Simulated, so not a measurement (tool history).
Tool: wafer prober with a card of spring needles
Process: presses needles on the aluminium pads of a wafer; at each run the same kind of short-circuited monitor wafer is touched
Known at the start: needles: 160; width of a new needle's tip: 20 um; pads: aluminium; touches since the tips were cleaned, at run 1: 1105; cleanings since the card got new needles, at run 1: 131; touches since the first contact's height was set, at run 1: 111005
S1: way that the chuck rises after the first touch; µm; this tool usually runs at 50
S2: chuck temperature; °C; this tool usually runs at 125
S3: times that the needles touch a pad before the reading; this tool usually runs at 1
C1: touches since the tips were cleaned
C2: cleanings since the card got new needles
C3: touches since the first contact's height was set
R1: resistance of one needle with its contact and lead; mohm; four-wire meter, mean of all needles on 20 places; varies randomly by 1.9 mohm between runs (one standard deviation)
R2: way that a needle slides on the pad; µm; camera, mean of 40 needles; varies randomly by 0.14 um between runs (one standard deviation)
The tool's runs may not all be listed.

{"run": 1, "hour": 0.0, "S1": 50, "S2": 125, "S3": 1, "C1": 1105, "C2": 131, "C3": 111005, "R1": 203, "R2": 11.85}
{"hour": 1.7, "done": "tips cleaned on abrasive film"}
{"hour": 5.7, "done": "tips cleaned on abrasive film"}
{"hour": 9.0, "done": "tips cleaned on abrasive film"}
{"hour": 13.1, "done": "tips cleaned on abrasive film"}
{"hour": 17.1, "done": "tips cleaned on abrasive film"}
{"hour": 21.2, "done": "tips cleaned on abrasive film"}
{"hour": 24.5, "done": "tips cleaned on abrasive film"}
{"hour": 28.5, "done": "tips cleaned on abrasive film"}
{"hour": 32.6, "done": "tips cleaned on abrasive film"}
{"run": 2, "hour": 34.9, "S1": 50, "S2": 125, "S3": 1, "C1": 1303, "C2": 140, "C3": 130475, "R1": 203, "R2": 12.03}
{"hour": 36.5, "done": "tips cleaned on abrasive film"}
{"hour": 39.8, "done": "tips cleaned on abrasive film"}
{"hour": 43.9, "done": "tips cleaned on abrasive film"}
{"hour": 47.9, "done": "tips cleaned on abrasive film"}
{"hour": 52.0, "done": "tips cleaned on abrasive film"}
{"hour": 56.1, "done": "tips cleaned on abrasive film"}
{"hour": 59.3, "done": "tips cleaned on abrasive film"}
{"run": 3, "hour": 59.9, "S1": 50, "S2": 125, "S3": 1, "C1": 314, "C2": 147, "C3": 144413, "R1": 201, "R2": 11.88}
{"hour": 63.1, "done": "tips cleaned on abrasive film"}
{"hour": 67.2, "done": "tips cleaned on abrasive film"}
{"hour": 70.5, "done": "tips cleaned on abrasive film"}
{"hour": 73.7, "done": "tips cleaned on abrasive film"}
{"hour": 77.8, "done": "tips cleaned on abrasive film"}
{"hour": 81.9, "done": "tips cleaned on abrasive film"}
{"hour": 85.9, "done": "tips cleaned on abrasive film"}
{"hour": 89.2, "done": "tips cleaned on abrasive film"}
{"run": 4, "hour": 89.2, "S1": 50, "S2": 125, "S3": 1, "C1": 34, "C2": 155, "C3": 160796, "R1": 202, "R2": 12.09}
{"hour": 92.5, "done": "tips cleaned on abrasive film"}
{"hour": 96.6, "done": "tips cleaned on abrasive film"}
{"hour": 99.2, "done": "height of the first contact set anew"}
{"hour": 100.1, "done": "tips cleaned on abrasive film"}
{"hour": 104.2, "done": "tips cleaned on abrasive film"}
{"hour": 107.5, "done": "tips cleaned on abrasive film"}
{"run": 5, "hour": 108.8, "S1": 50, "S2": 125, "S3": 1, "C1": 738, "C2": 160, "C3": 5280, "R1": 205, "R2": 11.88}
{"hour": 111.2, "done": "tips cleaned on abrasive film"}
{"hour": 115.3, "done": "tips cleaned on abrasive film"}
{"hour": 119.4, "done": "tips cleaned on abrasive film"}
{"hour": 122.6, "done": "tips cleaned on abrasive film"}
{"hour": 126.7, "done": "tips cleaned on abrasive film"}
{"hour": 129.9, "done": "tips cleaned on abrasive film"}
{"run": 6, "hour": 130.1, "S1": 50, "S2": 125, "S3": 1, "C1": 79, "C2": 166, "C3": 17167, "R1": 205, "R2": 11.67}
{"hour": 133.4, "done": "tips cleaned on abrasive film"}
{"hour": 136.6, "done": "tips cleaned on abrasive film"}
{"hour": 140.7, "done": "tips cleaned on abrasive film"}
{"hour": 144.0, "done": "tips cleaned on abrasive film"}
{"hour": 148.0, "done": "tips cleaned on abrasive film"}
{"run": 7, "hour": 148.5, "S1": 50, "S2": 125, "S3": 1, "C1": 304, "C2": 171, "C3": 27463, "R1": 202, "R2": 11.7}
{"hour": 151.8, "done": "tips cleaned on abrasive film"}
{"hour": 155.1, "done": "tips cleaned on abrasive film"}
{"hour": 159.1, "done": "tips cleaned on abrasive film"}
{"hour": 163.2, "done": "tips cleaned on abrasive film"}
{"hour": 167.3, "done": "tips cleaned on abrasive film"}
{"hour": 170.5, "done": "tips cleaned on abrasive film"}
{"hour": 174.6, "done": "tips cleaned on abrasive film"}
{"hour": 178.7, "done": "tips cleaned on abrasive film"}
{"hour": 181.9, "done": "tips cleaned on abrasive film"}
{"run": 8, "hour": 183.1, "S1": 50, "S2": 125, "S3": 1, "C1": 648, "C2": 180, "C3": 46731, "R1": 202, "R2": 11.79}
{"hour": 185.5, "done": "tips cleaned on abrasive film"}
{"hour": 189.6, "done": "tips cleaned on abrasive film"}
{"hour": 193.6, "done": "tips cleaned on abrasive film"}
{"hour": 197.7, "done": "tips cleaned on abrasive film"}
{"run": 9, "hour": 199.6, "S1": 50, "S2": 125, "S3": 1, "C1": 1097, "C2": 184, "C3": 56002, "R1": 199, "R2": 11.97}
{"hour": 201.3, "done": "tips cleaned on abrasive film"}
{"hour": 205.4, "done": "tips cleaned on abrasive film"}
{"hour": 209.4, "done": "tips cleaned on abrasive film"}
{"hour": 213.5, "done": "tips cleaned on abrasive film"}
{"hour": 217.5, "done": "tips cleaned on abrasive film"}
{"hour": 220.8, "done": "tips cleaned on abrasive film"}
{"hour": 224.9, "done": "tips cleaned on abrasive film"}
{"hour": 228.1, "done": "tips cleaned on abrasive film"}
{"run": 10, "hour": 229.0, "S1": 50, "S2": 125, "S3": 1, "C1": 505, "C2": 192, "C3": 72401, "R1": 202, "R2": 11.81}
{"hour": 231.5, "done": "tips cleaned on abrasive film"}
{"hour": 234.8, "done": "tips cleaned on abrasive film"}
{"hour": 238.1, "done": "tips cleaned on abrasive film"}
{"hour": 242.1, "done": "tips cleaned on abrasive film"}
{"hour": 246.2, "done": "tips cleaned on abrasive film"}
{"hour": 249.4, "done": "tips cleaned on abrasive film"}
{"hour": 253.5, "done": "tips cleaned on abrasive film"}
{"hour": 257.6, "done": "tips cleaned on abrasive film"}
{"run": 11, "hour": 259.3, "S1": 50, "S2": 125, "S3": 2, "C1": 981, "C2": 200, "C3": 89285, "R1": 201, "R2": 11.75}
{"hour": 261.0, "done": "tips cleaned on abrasive film"}
{"hour": 264.2, "done": "tips cleaned on abrasive film"}
{"hour": 267.5, "done": "tips cleaned on abrasive film"}
{"hour": 271.6, "done": "tips cleaned on abrasive film"}
{"hour": 275.6, "done": "tips cleaned on abrasive film"}
{"hour": 279.7, "done": "tips cleaned on abrasive film"}
{"hour": 283.7, "done": "tips cleaned on abrasive film"}
{"hour": 287.0, "done": "tips cleaned on abrasive film"}
{"run": 12, "hour": 287.4, "S1": 50, "S2": 28, "S3": 2, "C1": 205, "C2": 208, "C3": 104930, "R1": 181, "R2": 11.92}
{"hour": 290.6, "done": "tips cleaned on abrasive film"}
{"hour": 294.7, "done": "tips cleaned on abrasive film"}
{"hour": 298.0, "done": "tips cleaned on abrasive film"}
{"hour": 302.0, "done": "tips cleaned on abrasive film"}
{"hour": 305.3, "done": "tips cleaned on abrasive film"}
{"hour": 309.4, "done": "tips cleaned on abrasive film"}
{"run": 13, "hour": 312.5, "S1": 47, "S2": 125, "S3": 1, "C1": 1777, "C2": 214, "C3": 118970, "R1": 203, "R2": 11.09}
{"hour": 313.3, "done": "tips cleaned on abrasive film"}
{"hour": 317.4, "done": "tips cleaned on abrasive film"}
{"hour": 320.7, "done": "tips cleaned on abrasive film"}
{"hour": 324.7, "done": "tips cleaned on abrasive film"}
{"hour": 328.8, "done": "tips cleaned on abrasive film"}
{"hour": 332.9, "done": "tips cleaned on abrasive film"}
{"run": 14, "hour": 334.3, "S1": 46, "S2": 65, "S3": 1, "C1": 800, "C2": 220, "C3": 131124, "R1": 190, "R2": 10.79}
{"hour": 336.7, "done": "tips cleaned on abrasive film"}
{"hour": 340.8, "done": "tips cleaned on abrasive film"}
{"hour": 344.1, "done": "tips cleaned on abrasive film"}
{"hour": 348.1, "done": "tips cleaned on abrasive film"}
{"hour": 351.4, "done": "tips cleaned on abrasive film"}
{"hour": 355.4, "done": "tips cleaned on abrasive film"}
{"hour": 359.5, "done": "tips cleaned on abrasive film"}
{"hour": 362.8, "done": "tips cleaned on abrasive film"}
{"run": 15, "hour": 364.2, "S1": 46, "S2": 65, "S3": 1, "C1": 845, "C2": 228, "C3": 147864, "R1": 192, "R2": 10.68}
{"hour": 366.7, "done": "tips cleaned on abrasive film"}
{"hour": 370.0, "done": "tips cleaned on abrasive film"}
{"hour": 374.1, "done": "tips cleaned on abrasive film"}
{"hour": 377.3, "done": "tips cleaned on abrasive film"}
{"hour": 381.4, "done": "tips cleaned on abrasive film"}
{"hour": 393.4, "done": "card fitted with new needles"}
{"hour": 397.4, "done": "tips cleaned on abrasive film"}
{"hour": 400.7, "done": "tips cleaned on abrasive film"}
{"hour": 404.8, "done": "tips cleaned on abrasive film"}
{"run": 16, "hour": 407.4, "S1": 46, "S2": 65, "S3": 1, "C1": 1515, "C2": 3, "C3": 7872, "R1": 192, "R2": 10.8}
{"hour": 408.3, "done": "tips cleaned on abrasive film"}
{"hour": 412.4, "done": "tips cleaned on abrasive film"}
{"hour": 416.4, "done": "tips cleaned on abrasive film"}
{"hour": 420.5, "done": "tips cleaned on abrasive film"}
{"hour": 423.8, "done": "tips cleaned on abrasive film"}
{"hour": 427.8, "done": "tips cleaned on abrasive film"}
{"hour": 431.1, "done": "tips cleaned on abrasive film"}
{"hour": 435.2, "done": "tips cleaned on abrasive film"}
{"hour": 438.4, "done": "tips cleaned on abrasive film"}
{"run": 17, "hour": 440.8, "S1": 57, "S2": 74, "S3": 2, "C1": 1350, "C2": 12, "C3": 26482, "R1": 191, "R2": 13.4}
{"hour": 442.5, "done": "tips cleaned on abrasive film"}
{"hour": 446.5, "done": "tips cleaned on abrasive film"}
{"hour": 450.6, "done": "tips cleaned on abrasive film"}
{"hour": 454.6, "done": "tips cleaned on abrasive film"}
{"hour": 457.9, "done": "tips cleaned on abrasive film"}
{"hour": 462.0, "done": "tips cleaned on abrasive film"}
{"run": 18, "hour": 462.4, "S1": 46, "S2": 74, "S3": 2, "C1": 263, "C2": 18, "C3": 38553, "R1": 194, "R2": 10.56}
{"hour": 465.7, "done": "tips cleaned on abrasive film"}
{"hour": 469.8, "done": "tips cleaned on abrasive film"}
{"hour": 473.0, "done": "tips cleaned on abrasive film"}
{"hour": 476.3, "done": "tips cleaned on abrasive film"}
{"hour": 480.4, "done": "tips cleaned on abrasive film"}
{"hour": 483.6, "done": "tips cleaned on abrasive film"}
{"hour": 486.9, "done": "tips cleaned on abrasive film"}
{"hour": 490.3, "done": "tips cleaned on abrasive film"}
{"run": 19, "hour": 490.3, "S1": 46, "S2": 74, "S3": 2, "C1": 0, "C2": 26, "C3": 54090, "R1": 191, "R2": 11.11}
{"hour": 493.6, "done": "tips cleaned on abrasive film"}
{"hour": 496.9, "done": "tips cleaned on abrasive film"}
{"hour": 500.1, "done": "tips cleaned on abrasive film"}
{"hour": 504.2, "done": "tips cleaned on abrasive film"}
{"hour": 508.3, "done": "tips cleaned on abrasive film"}
{"hour": 512.3, "done": "tips cleaned on abrasive film"}
{"hour": 516.4, "done": "tips cleaned on abrasive film"}
{"hour": 519.6, "done": "tips cleaned on abrasive film"}
{"hour": 523.0, "done": "tips cleaned on abrasive film"}
{"run": 20, "hour": 523.0, "S1": 30, "S2": 53, "S3": 1, "C1": 0, "C2": 35, "C3": 72317, "R1": 208, "R2": 7.3}
{"hour": 526.3, "done": "tips cleaned on abrasive film"}
{"hour": 529.6, "done": "tips cleaned on abrasive film"}
{"hour": 533.6, "done": "tips cleaned on abrasive film"}
{"hour": 536.9, "done": "tips cleaned on abrasive film"}
{"hour": 540.2, "done": "tips cleaned on abrasive film"}
{"hour": 544.2, "done": "tips cleaned on abrasive film"}
{"run": 21, "hour": 545.5, "S1": 32, "S2": 29, "S3": 1, "C1": 719, "C2": 41, "C3": 84847, "R1": 194, "R2": 7.51}

Across each entry between runs, compare the hidden state at the last listed run before it with the hidden state at the first listed run after it:
Run 1 -> run 2: tips cleaned on abrasive film (hour 1.7); tips cleaned on abrasive film (hour 5.7); tips cleaned on abrasive film (hour 9); tips cleaned on abrasive film (hour 13.1); tips cleaned on abrasive film (hour 17.1); tips cleaned on abrasive film (hour 21.2); tips cleaned on abrasive film (hour 24.5); tips cleaned on abrasive film (hour 28.5); tips cleaned on abrasive film (hour 32.6)
  no difference in the tool's unlogged condition between these two runs
Run 2 -> run 3: tips cleaned on abrasive film (hour 36.5); tips cleaned on abrasive film (hour 39.8); tips cleaned on abrasive film (hour 43.9); tips cleaned on abrasive film (hour 47.9); tips cleaned on abrasive film (hour 52); tips cleaned on abrasive film (hour 56.1); tips cleaned on abrasive film (hour 59.3)
  debris on the tips, nm: 0.2 -> 0.1
Run 3 -> run 4: tips cleaned on abrasive film (hour 63.1); tips cleaned on abrasive film (hour 67.2); tips cleaned on abrasive film (hour 70.5); tips cleaned on abrasive film (hour 73.7); tips cleaned on abrasive film (hour 77.8); tips cleaned on abrasive film (hour 81.9); tips cleaned on abrasive film (hour 85.9); tips cleaned on abrasive film (hour 89.2)
  debris on the tips, nm: 0.1 -> 0
Run 4 -> run 5: tips cleaned on abrasive film (hour 92.5); tips cleaned on abrasive film (hour 96.6); height of the first contact set anew (hour 99.2); tips cleaned on abrasive film (hour 100.1); tips cleaned on abrasive film (hour 104.2); tips cleaned on abrasive film (hour 107.5)
  debris on the tips, nm: 0 -> 0.1; way that the needles fall short of the set height, um: 0.01 -> 0
Run 5 -> run 6: tips cleaned on abrasive film (hour 111.2); tips cleaned on abrasive film (hour 115.3); tips cleaned on abrasive film (hour 119.4); tips cleaned on abrasive film (hour 122.6); tips cleaned on abrasive film (hour 126.7); tips cleaned on abrasive film (hour 129.9)
  debris on the tips, nm: 0.1 -> 0
Run 6 -> run 7: tips cleaned on abrasive film (hour 133.4); tips cleaned on abrasive film (hour 136.6); tips cleaned on abrasive film (hour 140.7); tips cleaned on abrasive film (hour 144); tips cleaned on abrasive film (hour 148)
  debris on the tips, nm: 0 -> 0.1
Run 7 -> run 8: tips cleaned on abrasive film (hour 151.8); tips cleaned on abrasive film (hour 155.1); tips cleaned on abrasive film (hour 159.1); tips cleaned on abrasive film (hour 163.2); tips cleaned on abrasive film (hour 167.3); tips cleaned on abrasive film (hour 170.5); tips cleaned on abrasive film (hour 174.6); tips cleaned on abrasive film (hour 178.7); tips cleaned on abrasive film (hour 181.9)
  no difference in the tool's unlogged condition between these two runs
Run 8 -> run 9: tips cleaned on abrasive film (hour 185.5); tips cleaned on abrasive film (hour 189.6); tips cleaned on abrasive film (hour 193.6); tips cleaned on abrasive film (hour 197.7)
  no difference in the tool's unlogged condition between these two runs
Run 9 -> run 10: tips cleaned on abrasive film (hour 201.3); tips cleaned on abrasive film (hour 205.4); tips cleaned on abrasive film (hour 209.4); tips cleaned on abrasive film (hour 213.5); tips cleaned on abrasive film (hour 217.5); tips cleaned on abrasive film (hour 220.8); tips cleaned on abrasive film (hour 224.9); tips cleaned on abrasive film (hour 228.1)
  way that the needles fall short of the set height, um: 0 -> 0.01
Run 10 -> run 11: tips cleaned on abrasive film (hour 231.5); tips cleaned on abrasive film (hour 234.8); tips cleaned on abrasive film (hour 238.1); tips cleaned on abrasive film (hour 242.1); tips cleaned on abrasive film (hour 246.2); tips cleaned on abrasive film (hour 249.4); tips cleaned on abrasive film (hour 253.5); tips cleaned on abrasive film (hour 257.6)
  no difference in the tool's unlogged condition between these two runs
Run 11 -> run 12: tips cleaned on abrasive film (hour 261); tips cleaned on abrasive film (hour 264.2); tips cleaned on abrasive film (hour 267.5); tips cleaned on abrasive film (hour 271.6); tips cleaned on abrasive film (hour 275.6); tips cleaned on abrasive film (hour 279.7); tips cleaned on abrasive film (hour 283.7); tips cleaned on abrasive film (hour 287)
  no difference in the tool's unlogged condition between these two runs
Run 12 -> run 13: tips cleaned on abrasive film (hour 290.6); tips cleaned on abrasive film (hour 294.7); tips cleaned on abrasive film (hour 298); tips cleaned on abrasive film (hour 302); tips cleaned on abrasive film (hour 305.3); tips cleaned on abrasive film (hour 309.4)
  debris on the tips, nm: 0.1 -> 0.2
Run 13 -> run 14: tips cleaned on abrasive film (hour 313.3); tips cleaned on abrasive film (hour 317.4); tips cleaned on abrasive film (hour 320.7); tips cleaned on abrasive film (hour 324.7); tips cleaned on abrasive film (hour 328.8); tips cleaned on abrasive film (hour 332.9)
  debris on the tips, nm: 0.2 -> 0.1
Run 14 -> run 15: tips cleaned on abrasive film (hour 336.7); tips cleaned on abrasive film (hour 340.8); tips cleaned on abrasive film (hour 344.1); tips cleaned on abrasive film (hour 348.1); tips cleaned on abrasive film (hour 351.4); tips cleaned on abrasive film (hour 355.4); tips cleaned on abrasive film (hour 359.5); tips cleaned on abrasive film (hour 362.8)
  no difference in the tool's unlogged condition between these two runs
Run 15 -> run 16: tips cleaned on abrasive film (hour 366.7); tips cleaned on abrasive film (hour 370); tips cleaned on abrasive film (hour 374.1); tips cleaned on abrasive film (hour 377.3); tips cleaned on abrasive film (hour 381.4); card fitted with new needles (hour 393.4); tips cleaned on abrasive film (hour 397.4); tips cleaned on abrasive film (hour 400.7); tips cleaned on abrasive film (hour 404.8)
  debris on the tips, nm: 0.1 -> 0.2; way that the needles fall short of the set height, um: 0.01 -> 0; tips' diameter, um: 20.01 -> 20
Run 16 -> run 17: tips cleaned on abrasive film (hour 408.3); tips cleaned on abrasive film (hour 412.4); tips cleaned on abrasive film (hour 416.4); tips cleaned on abrasive film (hour 420.5); tips cleaned on abrasive film (hour 423.8); tips cleaned on abrasive film (hour 427.8); tips cleaned on abrasive film (hour 431.1); tips cleaned on abrasive film (hour 435.2); tips cleaned on abrasive film (hour 438.4)
  no difference in the tool's unlogged condition between these two runs
Run 17 -> run 18: tips cleaned on abrasive film (hour 442.5); tips cleaned on abrasive film (hour 446.5); tips cleaned on abrasive film (hour 450.6); tips cleaned on abrasive film (hour 454.6); tips cleaned on abrasive film (hour 457.9); tips cleaned on abrasive film (hour 462)
  debris on the tips, nm: 0.2 -> 0.1
Run 18 -> run 19: tips cleaned on abrasive film (hour 465.7); tips cleaned on abrasive film (hour 469.8); tips cleaned on abrasive film (hour 473); tips cleaned on abrasive film (hour 476.3); tips cleaned on abrasive film (hour 480.4); tips cleaned on abrasive film (hour 483.6); tips cleaned on abrasive film (hour 486.9); tips cleaned on abrasive film (hour 490.3)
  debris on the tips, nm: 0.1 -> 0
Run 19 -> run 20: tips cleaned on abrasive film (hour 493.6); tips cleaned on abrasive film (hour 496.9); tips cleaned on abrasive film (hour 500.1); tips cleaned on abrasive film (hour 504.2); tips cleaned on abrasive film (hour 508.3); tips cleaned on abrasive film (hour 512.3); tips cleaned on abrasive film (hour 516.4); tips cleaned on abrasive film (hour 519.6); tips cleaned on abrasive film (hour 523)
  way that the needles fall short of the set height, um: 0 -> 0.01
Run 20 -> run 21: tips cleaned on abrasive film (hour 526.3); tips cleaned on abrasive film (hour 529.6); tips cleaned on abrasive film (hour 533.6); tips cleaned on abrasive film (hour 536.9); tips cleaned on abrasive film (hour 540.2); tips cleaned on abrasive film (hour 544.2)
  debris on the tips, nm: 0 -> 0.1
